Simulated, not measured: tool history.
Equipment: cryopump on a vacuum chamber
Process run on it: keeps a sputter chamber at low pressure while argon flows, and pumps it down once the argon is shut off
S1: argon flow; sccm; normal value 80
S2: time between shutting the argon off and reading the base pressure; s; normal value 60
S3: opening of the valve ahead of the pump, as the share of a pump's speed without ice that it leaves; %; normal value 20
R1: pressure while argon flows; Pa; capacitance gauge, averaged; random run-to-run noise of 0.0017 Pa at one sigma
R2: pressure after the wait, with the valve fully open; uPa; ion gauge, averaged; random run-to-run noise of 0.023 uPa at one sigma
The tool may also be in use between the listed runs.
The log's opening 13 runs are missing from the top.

run 14 hour=221.9 | S1=80 S2=60 S3=20 | R1=0.5551 R2=2.51
run 15 hour=239.7 | S1=67 S2=60 S3=20 | R1=0.4682 R2=2.58
run 16 hour=254.8 | S1=67 S2=60 S3=20 | R1=0.4682 R2=2.56
run 17 hour=265.8 | S1=67 S2=60 S3=20 | R1=0.4674 R2=2.54
run 18 hour=276.0 | S1=68 S2=60 S3=20 | R1=0.4771 R2=2.54
run 19 hour=288.0 | S1=63 S2=26 S3=48 | R1=0.1952 R2=3.38
run 20 hour=308.6 | S1=63 S2=26 S3=48 | R1=0.1948 R2=3.45
run 21 hour=324.9 | S1=63 S2=26 S3=52 | R1=0.1816 R2=3.52
run 22 hour=335.5 | S1=116 S2=32 S3=23 | R1=0.7128 R2=3.20
run 23 hour=351.0 | S1=58 S2=21 S3=17 | R1=0.4777 R2=3.77
run 24 hour=369.0 | S1=58 S2=21 S3=17 | R1=0.4776 R2=3.78
run 25 hour=386.5 | S1=58 S2=21 S3=17 | R1=0.4802 R2=3.80
run 26 hour=401.2 | S1=67 S2=273 S3=28 | R1=0.3451 R2=2.32
-- hour=410.1 pump warmed up, emptied and cooled again
run 27 hour=419.3 | S1=96 S2=125 S3=16 | R1=0.8095 R2=2.12
run 28 hour=433.1 | S1=96 S2=125 S3=16 | R1=0.8118 R2=2.08
run 29 hour=447.3 | S1=48 S2=287 S3=20 | R1=0.3251 R2=1.95
run 30 hour=461.5 | S1=71 S2=287 S3=41 | R1=0.2351 R2=1.98
run 31 hour=480.6 | S1=56 S2=60 S3=20 | R1=0.3801 R2=2.50
run 32 hour=496.5 | S1=89 S2=60 S3=20 | R1=0.6019 R2=2.40
run 33 hour=517.2 | S1=33 S2=281 S3=44 | R1=0.1029 R2=2.11
run 34 hour=526.7 | S1=158 S2=144 S3=20 | R1=1.0691 R2=2.14

Each row is a separate what-if for the run after 34, all from the same tool condition, not one after another. Results?
run A hour=535.8 | S1=52 S2=93 S3=54 | R1=? R2=?
run B hour=535.8 | S1=80 S2=22 S3=30 | R1=? R2=?
run C hour=535.8 | S1=78 S2=217 S3=28 | R1=? R2=?
run D hour=535.8 | S1=61 S2=59 S3=32 | R1=? R2=?

run=A R1=0.1331 R2=2.37
run=B R1=0.3630 R2=3.46
run=C R1=0.3795 R2=2.08
run=D R1=0.2601 R2=2.48
Without the tool's unlogged condition, the same runs would have read:
run=A R1=0.1301 R2=0.66
run=B R1=0.3583 R2=1.81
run=C R1=0.3750 R2=0.39
run=D R1=0.2565 R2=0.79
